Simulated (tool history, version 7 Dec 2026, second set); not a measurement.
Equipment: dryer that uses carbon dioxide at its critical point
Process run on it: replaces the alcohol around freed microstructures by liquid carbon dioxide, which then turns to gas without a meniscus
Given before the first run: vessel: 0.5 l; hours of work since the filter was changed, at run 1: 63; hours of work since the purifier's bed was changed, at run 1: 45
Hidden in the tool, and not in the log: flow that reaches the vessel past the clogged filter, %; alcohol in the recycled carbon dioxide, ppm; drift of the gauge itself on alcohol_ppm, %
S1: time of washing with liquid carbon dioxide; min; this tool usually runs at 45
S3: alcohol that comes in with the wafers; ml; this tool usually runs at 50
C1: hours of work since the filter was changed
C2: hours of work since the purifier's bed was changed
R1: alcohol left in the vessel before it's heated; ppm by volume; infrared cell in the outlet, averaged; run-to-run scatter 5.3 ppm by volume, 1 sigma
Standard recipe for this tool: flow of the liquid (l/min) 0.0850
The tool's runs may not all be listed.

{"run": 1, "day": 0.0, "S1": 45, "flow of the liquid (l/min)": 0.085, "S3": 50, "C1": 63, "C2": 45, "R1": 141}
{"run": 2, "day": 0.379, "S1": 45, "flow of the liquid (l/min)": 0.085, "S3": 50, "C1": 67, "C2": 49, "R1": 145}
{"run": 3, "day": 0.558, "S1": 45, "flow of the liquid (l/min)": 0.085, "S3": 50, "C1": 69, "C2": 51, "R1": 141}
{"run": 4, "day": 0.992, "S1": 45, "flow of the liquid (l/min)": 0.085, "S3": 50, "C1": 73, "C2": 55, "R1": 146}
{"run": 5, "day": 1.296, "S1": 45, "flow of the liquid (l/min)": 0.085, "S3": 53, "C1": 76, "C2": 58, "R1": 162}
{"run": 6, "day": 1.567, "S1": 45, "flow of the liquid (l/min)": 0.0614, "S3": 50, "C1": 79, "C2": 61, "R1": 798}
{"run": 7, "day": 1.904, "S1": 45, "flow of the liquid (l/min)": 0.085, "S3": 50, "C1": 82, "C2": 64, "R1": 150}
{"run": 8, "day": 2.212, "S1": 45, "flow of the liquid (l/min)": 0.085, "S3": 50, "C1": 85, "C2": 67, "R1": 150}
{"run": 9, "day": 2.579, "S1": 49, "flow of the liquid (l/min)": 0.085, "S3": 28, "C1": 89, "C2": 71, "R1": 46}
{"run": 10, "day": 2.908, "S1": 49, "flow of the liquid (l/min)": 0.085, "S3": 28, "C1": 92, "C2": 74, "R1": 55}
{"run": 11, "day": 3.342, "S1": 37, "flow of the liquid (l/min)": 0.0547, "S3": 50, "C1": 96, "C2": 78, "R1": 2893}
{"run": 12, "day": 3.521, "S1": 36, "flow of the liquid (l/min)": 0.1238, "S3": 50, "C1": 98, "C2": 80, "R1": 71}
{"run": 13, "day": 3.821, "S1": 58, "flow of the liquid (l/min)": 0.0578, "S3": 25, "C1": 101, "C2": 83, "R1": 154}
{"run": 14, "day": 4.146, "S1": 40, "flow of the liquid (l/min)": 0.0517, "S3": 62, "C1": 104, "C2": 86, "R1": 3272}
{"run": 15, "day": 4.404, "S1": 40, "flow of the liquid (l/min)": 0.0607, "S3": 62, "C1": 107, "C2": 89, "R1": 1811}

Below, each run's measurement less what the same run would have read without the hidden state. Both values contain the same run-to-run variation, but the gauge's scatter may not be the same in both:
run=1 R1=+22
run=2 R1=+24
run=3 R1=+24
run=4 R1=+26
run=5 R1=+28
run=6 R1=+104
run=7 R1=+31
run=8 R1=+31
run=9 R1=+16
run=10 R1=+17
run=11 R1=+332
run=12 R1=+20
run=13 R1=+35
run=14 R1=+412
run=15 R1=+272
